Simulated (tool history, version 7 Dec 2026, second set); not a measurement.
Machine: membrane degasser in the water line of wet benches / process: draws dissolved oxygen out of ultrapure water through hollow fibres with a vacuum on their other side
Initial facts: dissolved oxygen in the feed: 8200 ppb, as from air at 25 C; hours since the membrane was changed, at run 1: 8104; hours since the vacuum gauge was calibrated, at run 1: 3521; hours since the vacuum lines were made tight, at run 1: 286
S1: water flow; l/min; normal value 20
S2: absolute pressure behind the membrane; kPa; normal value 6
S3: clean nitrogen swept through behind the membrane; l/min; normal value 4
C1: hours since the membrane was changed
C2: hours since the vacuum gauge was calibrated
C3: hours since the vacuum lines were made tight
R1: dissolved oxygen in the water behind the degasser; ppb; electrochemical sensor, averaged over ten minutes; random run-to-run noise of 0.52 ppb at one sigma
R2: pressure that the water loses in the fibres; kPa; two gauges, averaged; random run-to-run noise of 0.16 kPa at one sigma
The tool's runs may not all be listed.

run    hour  S1     S2     S3     C1    C2    C3     R1     R2
  1       0  20      6      4   8104  3521   286   41.4  25.72
  2   205.4  20      6      4   8310  3727   492   40.7  25.61
  3   401.7  20      6   6.31   8506  3923   688   29.9  25.66
  4   552.3  20      6      4   8656  4074   839     43  25.57
  5     728  20      6      4   8832  4249  1014   41.6  25.37
  6   842.7  20   6.43      4   8947  4364  1129   47.1  25.68
  7  1005.9  20   6.43      4   9110  4527  1292     48  25.49
  8  1179.2  20   6.43      4   9283  4701  1466   47.6  25.56
  9  1311.6  20      6      4   9416  4833  1598   41.6   25.8
 10  1407.2  20      6      4   9511  4929  1694   42.3  25.59
 11  1573.1  20      6      4   9677  5094  1859   41.8  25.38
 12  1776.1  20      6      4   9880  5298  2062   42.4  25.75
 13  1950.4  20      6      4  10055  5472  2237   41.8  25.33
 14  2051.3  31      6      4  10155  5573  2338   83.3  39.66
 15  2240.4  31      6      4  10345  5762  2527   82.2  39.64
 16  2447.6  31      6  10.35  10552  5969  2734   52.5  39.85
 17  2572.3  20  13.52      4  10676  6094  2859  132.6  25.41
 18  2677.8  20  13.52   6.99  10782  6199  2964     81  25.55
 19  2784.6  20   4.84   6.99  10889  6306  3071   19.7  25.94
 20  2932.4  20   4.84   6.99  11037  6454  3219   19.8   25.5
 21  3090.5  14   4.42      6  11195  6612  3377    9.3  18.32
 22  3220.5  14   4.42      6  11325  6742  3507    9.2  18.15
 23  3356.8  25   3.81      6  11461  6878  3643   22.7  31.81
 24    3560  29  10.61   6.65  11664  7081  3846  104.2  37.05
 25  3755.3  21   4.16   2.45  11859  7277  4042   29.1  26.96
 26  3926.4  21   4.16   2.45  12031  7448  4213   28.9  27.17
     4015.5  -- vacuum gauge calibrated
 27  4059.3  21   4.16   2.45  12163    44  4345   29.3  26.98
 28  4230.9  23      6   4.31  12335   215  4517   49.1  29.49
 29  4360.8  23      6   4.31  12464   345  4647   49.3   29.3
 30  4499.9  20   9.06    2.1  12604   484  4786  140.4  25.68
 31  4727.7  12   5.28   1.62  12831   712  5014   37.6   15.2

Each row is a separate what-if for the run after 31, all from the same tool condition, not one after another. Results?
  A  4960.6  12  5.28  2.16  13064  945  5246   ?   ?
  B  4960.6  12  9.72  1.73  13064  945  5246   ?   ?
  C  4960.6  12  5.28   9.1  13064  945  5246   ?   ?
  D  4960.6  20  4.42     4  13064  945  5246   ?   ?
  E  4960.6  20  5.38     4  13064  945  5246   ?   ?

run     R1     R2
  A     29  15.55
  B  110.3  15.36
  C      8  15.28
  D   22.4  25.82
  E   34.9  25.49
The same runs, with their run-to-run variation unchanged, on a tool lacking any hidden condition would have given:
run     R1     R2
  A     29  15.51
  B  110.2  15.33
  C      8  15.25
  D   22.2  25.77
  E   34.7  25.43
